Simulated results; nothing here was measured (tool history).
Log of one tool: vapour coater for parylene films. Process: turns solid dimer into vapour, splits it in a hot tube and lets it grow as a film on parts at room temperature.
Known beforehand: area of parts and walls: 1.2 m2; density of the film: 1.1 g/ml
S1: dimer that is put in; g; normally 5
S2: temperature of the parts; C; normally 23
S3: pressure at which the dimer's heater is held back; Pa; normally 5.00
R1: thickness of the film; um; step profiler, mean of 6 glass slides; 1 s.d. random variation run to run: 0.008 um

run 1 hour=0.0 | S1=5 S2=23 S3=5.00 | R1=2.766
run 2 hour=23.2 | S1=5 S2=22 S3=5.00 | R1=2.835
run 3 hour=48.9 | S1=5 S2=23 S3=5.00 | R1=2.760
run 4 hour=68.6 | S1=5 S2=23 S3=5.00 | R1=2.755
run 5 hour=85.5 | S1=5 S2=23 S3=3.28 | R1=2.830
run 6 hour=112.1 | S1=5 S2=23 S3=2.25 | R1=2.895
run 7 hour=131.9 | S1=5 S2=23 S3=2.25 | R1=2.897
run 8 hour=155.5 | S1=7 S2=23 S3=4.05 | R1=3.880
run 9 hour=191.0 | S1=7 S2=23 S3=4.05 | R1=3.847
-- hour=194.9 table's thermometer calibrated
run 10 hour=218.6 | S1=7 S2=34 S3=4.60 | R1=2.948
run 11 hour=237.0 | S1=4 S2=29 S3=8.51 | R1=1.801
run 12 hour=255.7 | S1=4 S2=26 S3=3.75 | R1=2.058
run 13 hour=282.0 | S1=8 S2=29 S3=3.24 | R1=3.868
run 14 hour=311.6 | S1=8 S2=29 S3=3.24 | R1=3.827

Measured result minus the same run's result without the hidden state. Both carry the same run-to-run variation, though not necessarily the same gauge scatter:
Hidden state at play: vapour lost through the trap's worn valve, %; true temperature of the parts over the reading, C; drift of the gauge itself on film_um, %.
run=1 R1=-0.002
run=2 R1=-0.007
run=3 R1=-0.013
run=4 R1=-0.018
run=5 R1=-0.023
run=6 R1=-0.031
run=7 R1=-0.037
run=8 R1=-0.059
run=9 R1=-0.071
run=10 R1=-0.058
run=11 R1=-0.040
run=12 R1=-0.049
run=13 R1=-0.100
run=14 R1=-0.110

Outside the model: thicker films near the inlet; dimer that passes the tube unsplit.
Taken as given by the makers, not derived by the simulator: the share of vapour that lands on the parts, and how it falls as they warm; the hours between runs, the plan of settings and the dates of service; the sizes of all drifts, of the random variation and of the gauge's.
